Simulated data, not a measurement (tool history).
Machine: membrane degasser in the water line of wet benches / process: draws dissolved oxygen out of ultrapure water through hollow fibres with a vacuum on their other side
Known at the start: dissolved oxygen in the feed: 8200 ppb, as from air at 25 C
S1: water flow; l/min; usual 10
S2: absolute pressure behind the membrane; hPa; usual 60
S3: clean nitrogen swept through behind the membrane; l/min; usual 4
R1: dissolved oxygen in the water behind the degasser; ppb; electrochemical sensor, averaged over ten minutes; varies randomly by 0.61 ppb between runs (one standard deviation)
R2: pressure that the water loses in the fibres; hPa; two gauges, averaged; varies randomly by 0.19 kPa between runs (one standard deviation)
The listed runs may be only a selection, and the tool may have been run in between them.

run,hour,S1,S2,S3,R1,R2
1,0,10,60,4,53.2,365.7
2,35.2,10,60,4,52.6,368.6
3,61.9,10,60,4,51.4,365.2
4,95.5,10,60,4,53.7,369
5,118.9,10,60,4,53.4,367.2
6,173.4,10,60,4,53,363.1
7,222.5,10,60,4,52.7,365.9
8,249.6,10,60,4,53.3,364
9,290.9,10,60,4,52.7,361.7
10,321.5,10,60,4,53.1,365.1
11,344.8,10,60,4,53.6,364.1
12,382.8,10,60,4,53.9,362.6
13,427.6,10,60,4,53.4,361.1
14,476.8,10,60,4,52.4,358.4
15,508.7,10,60,6.93,45.9,361.2
16,540.7,10,60,6.93,44.9,357.8
# hour 553.4: gauge calibrated
17,591.2,10,49.4,5.51,44.6,365.8
18,615.1,10,49.4,5.51,43.7,365.8
19,664.4,13,119.4,4,128.7,472.2
20,719.4,13,119.4,4,130.2,471.3
21,754.5,7,58.6,7.15,23.1,255.4
22,783.6,7,57.8,3.72,28.8,257
23,837.1,7,57.8,3.72,28.3,253.4
24,882.3,10,140.9,3.48,111.1,360.4
25,920.1,10,140.9,3.48,113.6,358.3
26,952.5,11,43.6,4,52.9,395.1
27,993.9,11,43.6,4,51.5,395.9
28,1046.2,14,52.2,9.33,76.8,501.8
29,1088.8,8,60,4,36.2,285.5

Pick out some run-to-run changes in R2. Of each, how much would a tool without hidden state show as well, from the settings, what came in and chance, and how much is left for the hidden state and any gauge scatter not in both results compared?
Hidden conditions of the tool in this case: membrane still open, %; true pressure behind the membrane over the reading, kPa; air that leaks in behind the membrane, l/min; drift of the gauge itself on oxygen_ppb, %; drift of the gauge itself on loss_of_pressure_kpa, %.
Run 16 -> 17: S2 60 -> 49.4, S3 6.93 -> 5.51, gauge calibrated. R2 +8 hPa: hidden state +8.6, all else -0.6.
Run 20 -> 21: S1 13 -> 7, S2 119.4 -> 58.6, S3 4 -> 7.15. R2 -215.9 hPa: hidden state +1.2, all else -217.1.
Run 28 -> 29: S1 14 -> 8, S2 52.2 -> 60, S3 9.33 -> 4. R2 -216.3 hPa: hidden state +4.5, all else -220.8.
